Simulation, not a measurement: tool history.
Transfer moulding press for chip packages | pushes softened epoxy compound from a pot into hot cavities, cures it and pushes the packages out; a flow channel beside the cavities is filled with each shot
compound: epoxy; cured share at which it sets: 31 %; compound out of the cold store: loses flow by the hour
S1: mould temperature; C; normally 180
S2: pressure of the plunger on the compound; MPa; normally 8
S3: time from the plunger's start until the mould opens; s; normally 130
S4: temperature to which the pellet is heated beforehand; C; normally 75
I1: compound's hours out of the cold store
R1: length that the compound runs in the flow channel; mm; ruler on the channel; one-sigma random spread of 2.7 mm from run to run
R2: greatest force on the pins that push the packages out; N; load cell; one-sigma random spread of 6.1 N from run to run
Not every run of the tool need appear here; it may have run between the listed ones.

run,hour,S1,S2,S3,S4,I1,R1,R2
1,0,180,8,130,75,41.6,727,234
2,9.9,180,8,130,83,36.4,745,231
3,24.4,180,8,130,83,47.3,694,231
4,35.7,180,8,130,83,28.8,777,221
5,47.1,180,8,130,83,19.6,832,239
6,56.4,180,8,130,75,40.5,726,231
# hour 61.1: cavities cleaned with cleaning compound and waxed
7,69.5,180,8,130,75,47.2,693,233
8,84.4,180,8,130,75,30.7,773,237
9,92,180,8,130,75,36.9,744,218
10,99.9,180,8,130,75,8.7,890,247
11,111.2,180,8,130,75,35.1,750,241
12,128.6,180,8.87,130,75,27.8,831,237
13,136.3,180,8.87,130,75,8,941,240
14,152.4,180,8.87,130,75,10.8,926,246
15,163.2,180,8.87,130,75,31.5,811,231
16,180.6,183,8.19,146,70,17.4,841,221
17,193.3,183,8.19,146,70,25,792,227
18,204.7,180,8.11,130,80,24.1,813,234
# hour 213.3: cavities cleaned with cleaning compound and waxed
19,221.9,173,8,130,85,32.6,787,313
20,233.6,180,8,130,67,31.7,765,233
21,248.3,180,8.88,116,66,29.1,818,250
22,256.9,180,8.6,137,75,18.9,866,237
23,264.2,180,9.09,163,77,12.2,932,217
# hour 268.7: plunger's sealing rings changed
24,278.5,180,9.09,163,77,26.5,840,211
25,294.2,180,9.46,130,84,19.9,902,241
26,303.5,187,6.34,147,82,18.8,719,210
27,317.6,187,6.34,147,74,41.4,621,216
28,327.5,174,8,130,75,18.2,869,293

Here are 3 independent what-if runs from the current tool condition. What would each one return?
A,335.8,174,6.76,130,68,26.6,?,?
B,335.8,174,8,130,67,43.9,?,?
C,335.8,174,8,131,75,10.8,?,?

run,R1,R2
A,750,296
B,728,276
C,913,298
Had the tool no hidden state, the same runs would have come out as:
run,R1,R2
A,750,292
B,728,272
C,913,293
